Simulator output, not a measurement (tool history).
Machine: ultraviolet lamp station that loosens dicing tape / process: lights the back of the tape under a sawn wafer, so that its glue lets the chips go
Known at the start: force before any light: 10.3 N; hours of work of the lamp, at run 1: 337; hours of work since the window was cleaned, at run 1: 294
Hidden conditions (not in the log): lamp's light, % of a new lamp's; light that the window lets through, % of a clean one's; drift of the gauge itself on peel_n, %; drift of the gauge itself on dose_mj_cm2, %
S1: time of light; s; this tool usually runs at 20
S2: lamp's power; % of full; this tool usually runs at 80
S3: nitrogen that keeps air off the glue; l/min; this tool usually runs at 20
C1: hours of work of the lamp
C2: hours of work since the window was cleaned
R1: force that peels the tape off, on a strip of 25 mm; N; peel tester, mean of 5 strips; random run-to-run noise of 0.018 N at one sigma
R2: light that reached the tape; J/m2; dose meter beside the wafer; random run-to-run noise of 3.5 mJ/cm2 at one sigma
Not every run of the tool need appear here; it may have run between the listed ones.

run,hour,S1,S2,S3,C1,C2,R1,R2
1,0,20,80,20,337,294,1.433,4650
2,16.3,27,80,20,347,303,0.754,6180
3,33,27,80,20,356,313,0.796,6160
4,47.7,27,73,20,365,321,0.947,5540
5,58.1,27,73,20,371,327,0.958,5500
6,76.4,20,80,20,381,338,1.564,4480
7,88.6,20,72,11,388,345,2.522,4020
8,100,16,72,11,395,351,3.504,3150
9,113.8,20,80,39,403,359,1.13,4400
10,132.2,20,95,20,413,370,1.099,5220
11,149.5,26,94,27,423,380,0.503,6560

Hidden state or all else? Some run-to-run changes of R1, split into what the settings, what came in and random variation would give without the hidden state, and what is left for the hidden state (with any gauge scatter that isn't in both results):
Run 8 -> 9: S1 16 -> 20, S2 72 -> 80, S3 11 -> 39. R1 -2.374 N: hidden state -0.467, all else -1.907.

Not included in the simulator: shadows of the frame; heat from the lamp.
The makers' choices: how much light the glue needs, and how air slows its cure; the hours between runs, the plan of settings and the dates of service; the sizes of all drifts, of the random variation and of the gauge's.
